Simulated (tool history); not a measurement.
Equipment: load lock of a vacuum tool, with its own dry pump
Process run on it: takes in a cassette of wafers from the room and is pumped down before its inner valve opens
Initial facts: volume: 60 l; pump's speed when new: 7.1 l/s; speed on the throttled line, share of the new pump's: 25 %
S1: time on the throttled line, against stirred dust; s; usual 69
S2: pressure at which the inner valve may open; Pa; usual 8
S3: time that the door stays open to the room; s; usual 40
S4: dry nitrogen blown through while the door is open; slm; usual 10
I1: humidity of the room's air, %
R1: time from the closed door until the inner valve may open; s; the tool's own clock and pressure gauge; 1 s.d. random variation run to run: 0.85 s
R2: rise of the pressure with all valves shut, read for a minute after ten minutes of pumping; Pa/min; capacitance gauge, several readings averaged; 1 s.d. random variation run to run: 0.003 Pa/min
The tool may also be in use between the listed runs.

{"run": 1, "hour": 0.0, "S1": 69, "S2": 8, "S3": 40, "S4": 10, "I1": 47.1, "R1": 133.0, "R2": 0.103}
{"run": 2, "hour": 103.5, "S1": 67, "S2": 8, "S3": 40, "S4": 10, "I1": 44.6, "R1": 134.2, "R2": 0.095}
{"run": 3, "hour": 239.8, "S1": 67, "S2": 8, "S3": 40, "S4": 10, "I1": 45.1, "R1": 131.1, "R2": 0.099}
{"run": 4, "hour": 357.0, "S1": 69, "S2": 10, "S3": 40, "S4": 10, "I1": 42.5, "R1": 132.3, "R2": 0.107}
{"run": 5, "hour": 448.8, "S1": 69, "S2": 10, "S3": 40, "S4": 10, "I1": 43.8, "R1": 133.1, "R2": 0.102}
{"run": 6, "hour": 522.8, "S1": 69, "S2": 10, "S3": 40, "S4": 10, "I1": 49.0, "R1": 131.3, "R2": 0.103}
{"run": 7, "hour": 619.3, "S1": 69, "S2": 8, "S3": 130, "S4": 10, "I1": 43.0, "R1": 134.7, "R2": 0.117}
{"run": 8, "hour": 727.6, "S1": 69, "S2": 8, "S3": 40, "S4": 10, "I1": 43.4, "R1": 133.2, "R2": 0.105}
{"run": 9, "hour": 873.2, "S1": 69, "S2": 8, "S3": 40, "S4": 10, "I1": 44.2, "R1": 135.9, "R2": 0.107}
{"run": 10, "hour": 946.7, "S1": 69, "S2": 8, "S3": 40, "S4": 16, "I1": 41.0, "R1": 134.6, "R2": 0.108}
{"run": 11, "hour": 1086.0, "S1": 69, "S2": 8, "S3": 40, "S4": 16, "I1": 43.1, "R1": 134.8, "R2": 0.107}
{"run": 12, "hour": 1234.2, "S1": 134, "S2": 8, "S3": 40, "S4": 10, "I1": 51.2, "R1": 183.8, "R2": 0.115}
{"run": 13, "hour": 1402.7, "S1": 134, "S2": 8, "S3": 40, "S4": 10, "I1": 48.7, "R1": 184.7, "R2": 0.116}
{"run": 14, "hour": 1496.7, "S1": 69, "S2": 8, "S3": 40, "S4": 10, "I1": 44.6, "R1": 135.8, "R2": 0.111}
{"run": 15, "hour": 1625.6, "S1": 69, "S2": 8, "S3": 40, "S4": 10, "I1": 45.6, "R1": 135.4, "R2": 0.117}
{"run": 16, "hour": 1703.0, "S1": 69, "S2": 8, "S3": 40, "S4": 5, "I1": 45.2, "R1": 136.7, "R2": 0.125}
{"run": 17, "hour": 1779.1, "S1": 40, "S2": 12, "S3": 39, "S4": 12, "I1": 47.8, "R1": 110.9, "R2": 0.118}
{"run": 18, "hour": 1945.1, "S1": 40, "S2": 12, "S3": 39, "S4": 12, "I1": 48.3, "R1": 109.9, "R2": 0.121}
{"run": 19, "hour": 2102.4, "S1": 40, "S2": 13, "S3": 40, "S4": 10, "I1": 46.3, "R1": 110.3, "R2": 0.128}
{"run": 20, "hour": 2264.3, "S1": 63, "S2": 8, "S3": 40, "S4": 10, "I1": 41.3, "R1": 130.6, "R2": 0.124}
{"run": 21, "hour": 2370.1, "S1": 48, "S2": 9, "S3": 29, "S4": 22, "I1": 47.8, "R1": 120.1, "R2": 0.116}
{"run": 22, "hour": 2535.4, "S1": 137, "S2": 8, "S3": 115, "S4": 10, "I1": 45.0, "R1": 183.8, "R2": 0.134}
{"run": 23, "hour": 2611.3, "S1": 54, "S2": 9, "S3": 115, "S4": 10, "I1": 41.1, "R1": 122.9, "R2": 0.132}
{"run": 24, "hour": 2744.3, "S1": 69, "S2": 15, "S3": 152, "S4": 10, "I1": 48.4, "R1": 129.7, "R2": 0.138}
{"run": 25, "hour": 2870.3, "S1": 69, "S2": 15, "S3": 152, "S4": 10, "I1": 45.3, "R1": 129.9, "R2": 0.143}
{"run": 26, "hour": 3009.9, "S1": 69, "S2": 15, "S3": 152, "S4": 10, "I1": 42.8, "R1": 130.1, "R2": 0.139}
{"run": 27, "hour": 3153.9, "S1": 69, "S2": 6, "S3": 40, "S4": 10, "I1": 46.0, "R1": 137.0, "R2": 0.138}
{"run": 28, "hour": 3291.9, "S1": 69, "S2": 8, "S3": 187, "S4": 8, "I1": 46.2, "R1": 135.7, "R2": 0.145}
{"run": 29, "hour": 3437.4, "S1": 69, "S2": 8, "S3": 187, "S4": 8, "I1": 44.1, "R1": 135.6, "R2": 0.146}
{"run": 30, "hour": 3594.8, "S1": 69, "S2": 8, "S3": 40, "S4": 11, "I1": 41.0, "R1": 135.2, "R2": 0.14}
{"run": 31, "hour": 3673.2, "S1": 42, "S2": 8, "S3": 48, "S4": 10, "I1": 39.6, "R1": 117.5, "R2": 0.144}

3 options for the next run, each taken on its own from the tool as it stands now. Forecast them:
{"run": "A", "hour": 3770.7, "S1": 116, "S2": 8, "S3": 66, "S4": 27, "I1": 44.0, "R1": "?", "R2": "?"}
{"run": "B", "hour": 3770.7, "S1": 63, "S2": 8, "S3": 25, "S4": 10, "I1": 42.0, "R1": "?", "R2": "?"}
{"run": "C", "hour": 3770.7, "S1": 79, "S2": 9, "S3": 56, "S4": 10, "I1": 43.4, "R1": "?", "R2": "?"}

run=A R1=169.5 R2=0.134
run=B R1=131.8 R2=0.136
run=C R1=143.9 R2=0.140
Take away the tool's hidden state, keep each run's random variation, and the runs would have read:
run=A R1=165.9 R2=0.010
run=B R1=127.5 R2=0.012
run=C R1=139.7 R2=0.015

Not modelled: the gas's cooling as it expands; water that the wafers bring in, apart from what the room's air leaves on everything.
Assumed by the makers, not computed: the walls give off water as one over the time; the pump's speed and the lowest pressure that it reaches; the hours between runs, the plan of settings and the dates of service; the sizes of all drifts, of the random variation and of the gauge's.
